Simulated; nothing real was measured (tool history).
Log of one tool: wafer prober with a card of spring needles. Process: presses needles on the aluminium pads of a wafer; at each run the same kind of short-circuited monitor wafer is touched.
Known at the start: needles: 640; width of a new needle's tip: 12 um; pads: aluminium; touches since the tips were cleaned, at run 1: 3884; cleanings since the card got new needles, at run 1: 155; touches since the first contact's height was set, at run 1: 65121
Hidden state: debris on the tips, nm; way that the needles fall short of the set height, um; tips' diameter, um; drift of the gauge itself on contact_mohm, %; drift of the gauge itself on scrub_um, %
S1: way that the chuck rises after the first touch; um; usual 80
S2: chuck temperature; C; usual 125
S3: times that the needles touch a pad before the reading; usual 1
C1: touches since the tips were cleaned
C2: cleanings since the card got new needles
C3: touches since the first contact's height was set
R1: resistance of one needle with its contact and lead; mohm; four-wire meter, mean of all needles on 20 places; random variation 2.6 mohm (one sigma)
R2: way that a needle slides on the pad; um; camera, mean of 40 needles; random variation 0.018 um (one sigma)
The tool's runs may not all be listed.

run,hour,S1,S2,S3,C1,C2,C3,R1,R2
1,0,80,125,1,3884,155,65121,314,13.8
# hour 5.9: tips cleaned on abrasive film
# hour 20.3: tips cleaned on abrasive film
# hour 34.9: tips cleaned on abrasive film
# hour 48.9: tips cleaned on abrasive film
2,54.4,80,125,1,2622,159,90929,311,13.74
# hour 63.2: tips cleaned on abrasive film
# hour 74.9: tips cleaned on abrasive film
# hour 86.7: tips cleaned on abrasive film
3,92.8,80,112,1,2928,162,109167,314,13.75
# hour 98.7: tips cleaned on abrasive film
# hour 112.5: tips cleaned on abrasive film
# hour 126.7: tips cleaned on abrasive film
# hour 138.4: tips cleaned on abrasive film
# hour 151.4: tips cleaned on abrasive film
4,151.4,80,112,1,0,167,136961,300,13.73
# hour 160.5: height of the first contact set anew
# hour 163.5: tips cleaned on abrasive film
# hour 177.8: tips cleaned on abrasive film
# hour 189.6: tips cleaned on abrasive film
# hour 201.3: tips cleaned on abrasive film
5,208.8,80,112,1,3576,171,22928,315,13.85
# hour 214.7: tips cleaned on abrasive film
# hour 229.1: tips cleaned on abrasive film
# hour 243.6: tips cleaned on abrasive film
6,247.9,80,112,1,2087,174,41501,304,13.84
# hour 256.4: tips cleaned on abrasive film
# hour 270.7: tips cleaned on abrasive film
# hour 284.9: tips cleaned on abrasive film
# hour 296.6: tips cleaned on abrasive film
7,299.7,80,112,1,1470,178,66051,301,13.82
# hour 308.5: tips cleaned on abrasive film
# hour 320.3: tips cleaned on abrasive film
# hour 334.6: tips cleaned on abrasive film
# hour 346.4: tips cleaned on abrasive film
# hour 358.5: tips cleaned on abrasive film
8,358.5,80,112,1,0,183,93961,296,13.76
# hour 370.3: tips cleaned on abrasive film
# hour 382: tips cleaned on abrasive film
# hour 396.6: tips cleaned on abrasive film
# hour 410.7: tips cleaned on abrasive film
9,418.3,80,112,1,3608,187,122331,309,13.71
# hour 424.2: tips cleaned on abrasive film
# hour 435.9: tips cleaned on abrasive film
# hour 450: tips cleaned on abrasive film
# hour 459: height of the first contact set anew
10,461,80,125,1,5109,190,934,320,13.89
# hour 464: tips cleaned on abrasive film
# hour 475.7: tips cleaned on abrasive film
# hour 487.4: tips cleaned on abrasive film
# hour 501.4: tips cleaned on abrasive film
# hour 513.1: tips cleaned on abrasive film
11,517.4,80,125,1,2071,195,27711,310,13.82
# hour 526.3: tips cleaned on abrasive film
# hour 540.7: tips cleaned on abrasive film
12,548.4,80,125,1,3670,197,42406,316,13.85
# hour 554.3: tips cleaned on abrasive film
# hour 568.8: tips cleaned on abrasive film
# hour 583.2: tips cleaned on abrasive film
# hour 597.4: tips cleaned on abrasive film
13,608.8,80,125,1,5483,201,71133,321,13.83
# hour 611.9: tips cleaned on abrasive film
# hour 626.3: tips cleaned on abrasive film
# hour 640.5: tips cleaned on abrasive film
# hour 655.1: tips cleaned on abrasive film
14,665.3,88,26,2,4871,205,97944,281,15.15
# hour 668.3: tips cleaned on abrasive film
# hour 680.1: tips cleaned on abrasive film
# hour 694.6: tips cleaned on abrasive film
15,703.1,87,100,2,4035,208,115862,300,14.93
# hour 709: tips cleaned on abrasive film
# hour 723.1: tips cleaned on abrasive film
# hour 737.7: tips cleaned on abrasive film
# hour 749.4: tips cleaned on abrasive film
16,754.4,87,100,2,2360,212,140202,298,14.89
# hour 757.6: height of the first contact set anew
# hour 763.4: tips cleaned on abrasive film
# hour 778: tips cleaned on abrasive film
17,781.7,81,77,2,1732,214,11418,289,14.07
# hour 790.5: tips cleaned on abrasive film
# hour 802.2: tips cleaned on abrasive film
18,812.6,79,86,2,4959,216,26118,305,13.68
# hour 815.6: tips cleaned on abrasive film
# hour 827.4: tips cleaned on abrasive film
# hour 841.6: tips cleaned on abrasive film
# hour 853.4: tips cleaned on abrasive film
19,859,79,86,2,2682,220,48100,300,13.65
# hour 867.8: tips cleaned on abrasive film
# hour 882.3: tips cleaned on abrasive film
# hour 897: tips cleaned on abrasive film
20,906.1,79,86,2,4376,223,70501,305,13.61

Run 21 comes next. What will it give?
# hour 909.1: tips cleaned on abrasive film
# hour 920.9: tips cleaned on abrasive film
# hour 935.2: tips cleaned on abrasive film
21,941.5,64,38,3,2969,226,87258,?,?

Run 21 gave R1 283 mohm, R2 11.02 um.
Without the tool's hidden state the same run would have given R1 272 mohm, R2 11.14 um.
